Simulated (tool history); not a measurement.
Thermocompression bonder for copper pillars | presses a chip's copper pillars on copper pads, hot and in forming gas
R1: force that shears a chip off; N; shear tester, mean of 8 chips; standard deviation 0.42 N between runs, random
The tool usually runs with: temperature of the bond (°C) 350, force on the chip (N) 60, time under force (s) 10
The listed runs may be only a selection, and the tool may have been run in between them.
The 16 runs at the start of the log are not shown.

run 17 hour=252.0 | temperature_of_the_bond_(°C)=350 force_on_the_chip_(N)=60 time_under_force_(s)=13 | R1=41.2
run 18 hour=265.3 | temperature_of_the_bond_(°C)=350 force_on_the_chip_(N)=60 time_under_force_(s)=13 | R1=41.2
run 19 hour=285.8 | temperature_of_the_bond_(°C)=350 force_on_the_chip_(N)=60 time_under_force_(s)=13 | R1=40.8
run 20 hour=300.9 | temperature_of_the_bond_(°C)=350 force_on_the_chip_(N)=60 time_under_force_(s)=13 | R1=40.5
run 21 hour=311.4 | temperature_of_the_bond_(°C)=350 force_on_the_chip_(N)=47 time_under_force_(s)=24 | R1=39.9
-- hour=328.9 forming gas filter changed
run 22 hour=332.6 | temperature_of_the_bond_(°C)=334 force_on_the_chip_(N)=60 time_under_force_(s)=14 | R1=38.3
run 23 hour=344.4 | temperature_of_the_bond_(°C)=334 force_on_the_chip_(N)=60 time_under_force_(s)=14 | R1=37.9
run 24 hour=355.6 | temperature_of_the_bond_(°C)=379 force_on_the_chip_(N)=66 time_under_force_(s)=10 | R1=60.4
run 25 hour=367.4 | temperature_of_the_bond_(°C)=379 force_on_the_chip_(N)=66 time_under_force_(s)=10 | R1=59.5
run 26 hour=383.5 | temperature_of_the_bond_(°C)=338 force_on_the_chip_(N)=60 time_under_force_(s)=7 | R1=30.6
-- hour=386.9 force cell calibrated
run 27 hour=404.8 | temperature_of_the_bond_(°C)=350 force_on_the_chip_(N)=41 time_under_force_(s)=5 | R1=19.8
run 28 hour=414.5 | temperature_of_the_bond_(°C)=350 force_on_the_chip_(N)=60 time_under_force_(s)=11 | R1=42.3
run 29 hour=433.5 | temperature_of_the_bond_(°C)=350 force_on_the_chip_(N)=52 time_under_force_(s)=26 | R1=49.4
run 30 hour=444.9 | temperature_of_the_bond_(°C)=346 force_on_the_chip_(N)=88 time_under_force_(s)=10 | R1=55.8
run 31 hour=460.1 | temperature_of_the_bond_(°C)=350 force_on_the_chip_(N)=79 time_under_force_(s)=8 | R1=48.2
run 32 hour=478.1 | temperature_of_the_bond_(°C)=350 force_on_the_chip_(N)=79 time_under_force_(s)=8 | R1=48.6
run 33 hour=493.7 | temperature_of_the_bond_(°C)=367 force_on_the_chip_(N)=88 time_under_force_(s)=15 | R1=74.7
run 34 hour=504.4 | temperature_of_the_bond_(°C)=326 force_on_the_chip_(N)=37 time_under_force_(s)=10 | R1=16.3
-- hour=517.9 force cell calibrated, once more
run 35 hour=520.1 | temperature_of_the_bond_(°C)=360 force_on_the_chip_(N)=76 time_under_force_(s)=13 | R1=62.4
run 36 hour=541.1 | temperature_of_the_bond_(°C)=360 force_on_the_chip_(N)=76 time_under_force_(s)=13 | R1=61.3
run 37 hour=561.3 | temperature_of_the_bond_(°C)=360 force_on_the_chip_(N)=76 time_under_force_(s)=13 | R1=60.8
run 38 hour=575.0 | temperature_of_the_bond_(°C)=355 force_on_the_chip_(N)=37 time_under_force_(s)=10 | R1=25.1

Run 39 has not been measured yet. What should we expect?
run 39 hour=594.1 | temperature_of_the_bond_(°C)=350 force_on_the_chip_(N)=65 time_under_force_(s)=10 | R1=?

Run 39 gave R1 43.9 N.
Minus the tool's unlogged condition, the same run would have read R1 42.9 N.

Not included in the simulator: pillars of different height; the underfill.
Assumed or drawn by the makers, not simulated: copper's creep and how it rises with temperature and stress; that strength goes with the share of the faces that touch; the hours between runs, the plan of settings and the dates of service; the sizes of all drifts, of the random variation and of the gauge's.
